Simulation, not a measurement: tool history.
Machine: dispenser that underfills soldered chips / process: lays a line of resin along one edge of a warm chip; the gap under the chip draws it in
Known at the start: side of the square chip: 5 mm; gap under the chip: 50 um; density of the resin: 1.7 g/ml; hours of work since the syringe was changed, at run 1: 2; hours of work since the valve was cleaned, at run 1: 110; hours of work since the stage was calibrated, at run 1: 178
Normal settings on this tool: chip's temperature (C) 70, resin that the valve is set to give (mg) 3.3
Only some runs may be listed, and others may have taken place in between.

run   hour  chip's temperature (C)  resin that the valve is set to give (mg)  hours of work since the syringe was changed  hours of work since the valve was cleaned  hours of work since the stage was calibrated  time until the resin shows at the far edge (s)  resin that the valve gave (mg)
  1      0                      70                                       3.3                                            2                                        110                                           178                                            15.3                            3.11
  2    6.2                      70                                       3.3                                            6                                        115                                           183                                            17.7                            3.11
       7.2  -- new syringe of resin
  3   13.1                      70                                       3.3                                            5                                        120                                           188                                            16.4                            3.08
        16  -- new syringe of resin
  4   20.5                      70                                       3.3                                            4                                        126                                           193                                            15.7                             3.1
  5     24                      70                                       3.3                                            6                                        128                                           196                                            17.6                             3.1
      25.5  -- new syringe of resin
  6   27.3                      70                                       3.3                                            1                                        131                                           198                                              15                            3.07
      33.9  -- dispensing valve cleaned and set on the balance
      35.7  -- new syringe of resin
  7   35.7                      70                                       3.3                                            0                                          1                                           204                                            14.5                            3.28
  8     43                      70                                       3.3                                            6                                          7                                           210                                            16.5                             3.3
      44.5  -- new syringe of resin
  9   46.6                      75                                       3.3                                            2                                          9                                           212                                            11.9                            3.28
 10   51.1                      75                                      3.78                                            5                                         13                                           216                                            13.2                            3.76
      53.4  -- new syringe of resin
 11   58.4                      75                                      3.78                                            4                                         18                                           221                                            12.6                            3.76
 12   61.5                      70                                       3.3                                            6                                         21                                           224                                            17.1                            3.28
      62.5  -- new syringe of resin
 13   68.5                      70                                       3.3                                            5                                         26                                           229                                            15.8                            3.28
      71.4  -- new syringe of resin
 14   72.3                      70                                       3.3                                            1                                         29                                           232                                            14.9                            3.26
 15   78.2                      70                                       3.3                                            5                                         33                                           236                                            16.5                            3.26
      80.7  -- new syringe of resin
 16   84.7                      70                                       3.3                                            3                                         38                                           241                                            15.4                            3.22
 17   87.7                      70                                      2.88                                            5                                         41                                           243                                            17.2                            2.84
      89.8  -- new syringe of resin
 18   91.3                      70                                      2.88                                            1                                         43                                           246                                            14.9                            2.82
 19   96.3                      59                                      4.24                                            5                                         47                                           250                                            25.7                            4.13
      98.9  -- new syringe of resin
 20  100.8                      61                                      3.78                                            2                                         50                                           253                                            21.1                             3.7
 21  105.1                      61                                      3.78                                            5                                         54                                           256                                              24                            3.69
     108.1  -- new syringe of resin
 22  110.6                      69                                      3.78                                            2                                         58                                           261                                            15.5                            3.65
 23    114                      56                                      3.26                                            5                                         61                                           263                                            30.6                            3.15
       117  -- new syringe of resin
 24  118.5                      59                                      2.91                                            1                                         64                                           267                                            24.6                            2.83
 25  122.4                      59                                      2.91                                            4                                         67                                           270                                            26.9                            2.82
     126.2  -- new syringe of resin
 26  127.2                      70                                       3.3                                            1                                         70                                           273                                            14.3                             3.2
 27    131                      70                                       3.3                                            4                                         73                                           276                                            15.3                            3.17
 28  134.2                      75                                       3.2                                            6                                         76                                           279                                            13.8                            3.09
       135  -- new syringe of resin
 29  140.6                      70                                      4.06                                            4                                         81                                           283                                            15.6                             3.9
     144.1  -- new syringe of resin
 30  144.6                      66                                      4.06                                            0                                         84                                           286                                            16.9                            3.86
 31  148.7                      66                                      4.06                                            4                                         87                                           289                                            18.1                            3.88

What will run 32 give?
 32   152                      71                                      4.06                                            6                                         89                                           292                                               ?                               ?

Run 32 gave time until the resin shows at the far edge (s) 15.6, resin that the valve gave (mg) 3.88.
With no hidden state in the tool, this same run would have given time until the resin shows at the far edge (s) 13.6, resin that the valve gave (mg) 4.06.

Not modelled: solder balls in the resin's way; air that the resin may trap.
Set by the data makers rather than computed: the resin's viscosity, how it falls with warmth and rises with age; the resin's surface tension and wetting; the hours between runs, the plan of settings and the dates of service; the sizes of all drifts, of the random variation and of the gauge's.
